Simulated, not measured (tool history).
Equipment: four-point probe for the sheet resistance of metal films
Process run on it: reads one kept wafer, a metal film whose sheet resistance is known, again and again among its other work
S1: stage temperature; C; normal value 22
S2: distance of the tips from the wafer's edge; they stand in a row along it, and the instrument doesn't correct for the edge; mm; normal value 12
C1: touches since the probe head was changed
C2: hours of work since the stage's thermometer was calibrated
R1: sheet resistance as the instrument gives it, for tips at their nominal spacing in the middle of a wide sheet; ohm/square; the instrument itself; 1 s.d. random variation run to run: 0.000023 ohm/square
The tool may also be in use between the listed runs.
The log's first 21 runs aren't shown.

run 22 day=24.883 | S1=22 S2=7 | C1=112690 C2=405 | R1=0.114557
run 23 day=26.317 | S1=23 S2=9 | C1=114039 C2=422 | R1=0.113885
run 24 day=27.021 | S1=18 S2=19 | C1=114698 C2=431 | R1=0.112687
run 25 day=28.121 | S1=33 S2=7 | C1=115734 C2=444 | R1=0.115001
run 26 day=29.317 | S1=21 S2=4 | C1=116860 C2=459 | R1=0.118271
run 27 day=30.883 | S1=21 S2=12 | C1=118333 C2=478 | R1=0.113145
run 28 day=32.25 | S1=19 S2=33 | C1=119615 C2=495 | R1=0.112496
run 29 day=33.392 | S1=32 S2=14 | C1=120690 C2=509 | R1=0.113446
run 30 day=34.921 | S1=18 S2=34 | C1=122128 C2=528 | R1=0.112452
run 31 day=36.079 | S1=30 S2=58 | C1=123216 C2=542 | R1=0.112924
run 32 day=37.662 | S1=18 S2=3 | C1=124707 C2=561 | R1=0.122157
run 33 day=38.925 | S1=26 S2=47 | C1=125890 C2=577 | R1=0.112729
run 34 day=39.996 | S1=26 S2=47 | C1=126900 C2=590 | R1=0.112714
run 35 day=40.7 | S1=26 S2=47 | C1=127559 C2=599 | R1=0.112668
run 36 day=41.683 | S1=27 S2=29 | C1=128485 C2=611 | R1=0.112828
run 37 day=42.904 | S1=27 S2=37 | C1=129632 C2=626 | R1=0.112801
run 38 day=43.617 | S1=29 S2=43 | C1=130302 C2=634 | R1=0.112844
run 39 day=44.325 | S1=24 S2=9 | C1=130969 C2=643 | R1=0.113784
run 40 day=45.062 | S1=32 S2=6 | C1=131664 C2=652 | R1=0.115554
run 41 day=46.596 | S1=32 S2=6 | C1=133102 C2=671 | R1=0.115541

5 ways to go on from here, each from the tool as it stands after run 41. What would each give?
run A day=47.883 | S1=27 S2=48 | C1=134314 C2=687 | R1=?
run B day=47.883 | S1=22 S2=4 | C1=134314 C2=687 | R1=?
run C day=47.883 | S1=22 S2=6 | C1=134314 C2=687 | R1=?
run D day=47.883 | S1=22 S2=19 | C1=134314 C2=687 | R1=?
run E day=47.883 | S1=24 S2=5 | C1=134314 C2=687 | R1=?

run=A R1=0.112712
run=B R1=0.118213
run=C R1=0.115139
run=D R1=0.112709
run=E R1=0.116335
What these runs would have given with no unlogged condition in the tool:
run=A R1=0.113906
run=B R1=0.11946
run=C R1=0.116356
run=D R1=0.113903
run=E R1=0.117564
